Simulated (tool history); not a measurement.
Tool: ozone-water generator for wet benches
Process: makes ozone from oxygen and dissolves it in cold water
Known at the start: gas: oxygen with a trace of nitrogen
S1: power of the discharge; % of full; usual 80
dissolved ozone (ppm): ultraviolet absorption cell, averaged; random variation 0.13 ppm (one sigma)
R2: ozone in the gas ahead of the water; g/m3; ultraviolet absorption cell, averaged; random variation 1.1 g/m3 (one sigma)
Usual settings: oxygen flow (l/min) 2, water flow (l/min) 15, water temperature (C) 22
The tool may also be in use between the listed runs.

run 1 day=0 | S1=80 oxygen_flow_(l/min)=2 water_flow_(l/min)=15 water_temperature_(C)=22 | dissolved_ozone_(ppm)=14.6 R2=187.3
run 2 day=3.692 | S1=80 oxygen_flow_(l/min)=2 water_flow_(l/min)=15 water_temperature_(C)=22 | dissolved_ozone_(ppm)=14.5 R2=186.5
run 3 day=7.842 | S1=80 oxygen_flow_(l/min)=2 water_flow_(l/min)=15 water_temperature_(C)=22 | dissolved_ozone_(ppm)=14.2 R2=186.9
run 4 day=9.804 | S1=80 oxygen_flow_(l/min)=2 water_flow_(l/min)=15 water_temperature_(C)=22 | dissolved_ozone_(ppm)=14.4 R2=185.9
run 5 day=14.333 | S1=80 oxygen_flow_(l/min)=2 water_flow_(l/min)=15 water_temperature_(C)=22 | dissolved_ozone_(ppm)=14.4 R2=183.3
run 6 day=17.746 | S1=80 oxygen_flow_(l/min)=2 water_flow_(l/min)=15 water_temperature_(C)=22 | dissolved_ozone_(ppm)=14.1 R2=182.8
run 7 day=20.617 | S1=80 oxygen_flow_(l/min)=2 water_flow_(l/min)=10 water_temperature_(C)=22 | dissolved_ozone_(ppm)=19 R2=184.5
-- day=20.967 water thermometer calibrated
run 8 day=24.579 | S1=80 oxygen_flow_(l/min)=2 water_flow_(l/min)=14 water_temperature_(C)=22 | dissolved_ozone_(ppm)=15 R2=184.9
run 9 day=26.796 | S1=80 oxygen_flow_(l/min)=2 water_flow_(l/min)=14 water_temperature_(C)=22 | dissolved_ozone_(ppm)=15.1 R2=184.6
run 10 day=30.638 | S1=41 oxygen_flow_(l/min)=2 water_flow_(l/min)=15 water_temperature_(C)=14 | dissolved_ozone_(ppm)=8.8 R2=104.8
-- day=34.825 water thermometer calibrated, once more
run 11 day=35.192 | S1=80 oxygen_flow_(l/min)=1.42 water_flow_(l/min)=19 water_temperature_(C)=22 | dissolved_ozone_(ppm)=10.1 R2=207.1
run 12 day=39.492 | S1=80 oxygen_flow_(l/min)=3.01 water_flow_(l/min)=9 water_temperature_(C)=22 | dissolved_ozone_(ppm)=22.1 R2=161.2
run 13 day=42.529 | S1=80 oxygen_flow_(l/min)=3.01 water_flow_(l/min)=9 water_temperature_(C)=22 | dissolved_ozone_(ppm)=21.7 R2=160.4
run 14 day=46.717 | S1=44 oxygen_flow_(l/min)=1.76 water_flow_(l/min)=9 water_temperature_(C)=22 | dissolved_ozone_(ppm)=11.8 R2=115.8

Forecast each of these 3 alternatives for the next run:
run A day=50.462 | S1=88 oxygen_flow_(l/min)=3.15 water_flow_(l/min)=21 water_temperature_(C)=22 | dissolved_ozone_(ppm)=? R2=?
run B day=50.462 | S1=89 oxygen_flow_(l/min)=2 water_flow_(l/min)=15 water_temperature_(C)=22 | dissolved_ozone_(ppm)=? R2=?
run C day=50.462 | S1=80 oxygen_flow_(l/min)=3.31 water_flow_(l/min)=18 water_temperature_(C)=24 | dissolved_ozone_(ppm)=? R2=?

run=A dissolved_ozone_(ppm)=13.7 R2=171.2
run=B dissolved_ozone_(ppm)=15.5 R2=200.1
run=C dissolved_ozone_(ppm)=13.9 R2=153.4
Without the tool's hidden state the same runs would have given:
run=A dissolved_ozone_(ppm)=14.6 R2=179.4
run=B dissolved_ozone_(ppm)=16.5 R2=209.9
run=C dissolved_ozone_(ppm)=14.7 R2=160.4
